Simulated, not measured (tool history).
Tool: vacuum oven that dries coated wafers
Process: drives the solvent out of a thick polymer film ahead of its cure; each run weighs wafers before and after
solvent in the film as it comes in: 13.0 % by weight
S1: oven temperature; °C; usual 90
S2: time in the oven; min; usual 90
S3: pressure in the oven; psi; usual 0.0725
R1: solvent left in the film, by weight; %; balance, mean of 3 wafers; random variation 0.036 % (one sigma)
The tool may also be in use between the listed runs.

Run 1, hour 0: usual settings. Result: R1 1.49 %.
Run 2, hour 11.2: usual settings but S2 48 min. Result: R1 3.75 %.
Run 3, hour 27: usual settings but S2 156 min. Result: R1 0.44 %.
Run 4, hour 37.7: usual settings but S2 156 min. Result: R1 0.53 %.
Run 5, hour 56: usual settings but S2 156 min, S3 0.1944 psi. Result: R1 0.66 %.
Run 6, hour 73.2: usual settings but S2 156 min, S3 0.1944 psi. Result: R1 0.68 %.
Run 7, hour 93.8: usual settings but S2 131 min. Result: R1 0.67 %.
Run 8, hour 112.6: usual settings but S2 135 min. Result: R1 0.66 %.
Run 9, hour 126: usual settings but S2 135 min. Result: R1 0.61 %.
Run 10, hour 143: usual settings. Result: R1 1.5 %.
Run 11, hour 159: usual settings. Result: R1 1.49 %.
Run 12, hour 168.7: usual settings. Result: R1 1.53 %.
Run 13, hour 187.5: usual settings. Result: R1 1.55 %.
Run 14, hour 206.2: usual settings. Result: R1 1.51 %.
Run 15, hour 224.8: usual settings. Result: R1 1.5 %.
Run 16, hour 239.7: usual settings. Result: R1 1.52 %.
Run 17, hour 255.9: usual settings. Result: R1 1.5 %.
Run 18, hour 271: usual settings. Result: R1 1.54 %.
Run 19, hour 286.8: usual settings but S1 85 °C, S3 0.2669 psi. Result: R1 3.07 %.
Run 20, hour 297.6: usual settings but S1 97 °C, S2 61 min, S3 0.0434 psi. Result: R1 1.22 %.
Run 21, hour 314.4: usual settings but S1 97 °C, S2 61 min, S3 0.0434 psi. Result: R1 1.22 %.
Run 22, hour 322.1: usual settings but S1 97 °C, S2 84 min, S3 0.1532 psi. Result: R1 0.73 %.
Run 23, hour 330.6: usual settings but S1 97 °C, S2 84 min, S3 0.1532 psi. Result: R1 0.72 %.
Run 24, hour 345: usual settings but S2 56 min, S3 0.0715 psi. Result: R1 3.08 %.
Run 25, hour 359: usual settings but S1 104 °C, S2 67 min, S3 0.2023 psi. Result: R1 0.44 %.
Run 26, hour 376.6: usual settings but S1 76 °C, S2 52 min, S3 0.1669 psi. Result: R1 7.33 %.
Run 27, hour 391.5: usual settings but S1 76 °C, S2 52 min, S3 0.1669 psi. Result: R1 7.23 %.
Run 28, hour 399.8: usual settings but S1 83 °C, S2 63 min, S3 0.1549 psi. Result: R1 4.8 %.
Run 29, hour 412.7: usual settings but S1 101 °C, S2 77 min, S3 0.0389 psi. Result: R1 0.4 %.
Run 30, hour 420.5: usual settings but S1 86 °C, S2 77 min, S3 0.152 psi. Result: R1 3.11 %.
Run 31, hour 435.3: usual settings but S1 102 °C, S2 49 min, S3 0.152 psi. Result: R1 1.03 %.
Run 32, hour 444.2: usual settings but S1 102 °C, S2 49 min, S3 0.152 psi. Result: R1 1.07 %.
Run 33, hour 457.8: usual settings but S1 102 °C, S2 49 min, S3 0.0815 psi. Result: R1 1.03 %.
Run 34, hour 471: usual settings but S1 103 °C, S2 127 min, S3 0.0898 psi. Result: R1 0.13 %.
Run 35, hour 483.8: usual settings but S1 103 °C, S2 127 min, S3 0.0898 psi. Result: R1 0.16 %.

Not shown: 1 entry that the log had between the listed runs. Between which runs, and how does the tool's hidden state differ before and after?
Between runs 6 and 7: oven's thermocouples calibrated (hour 76.3)
  true wafer temperature over the reading, C: -0.03 -> -0.01
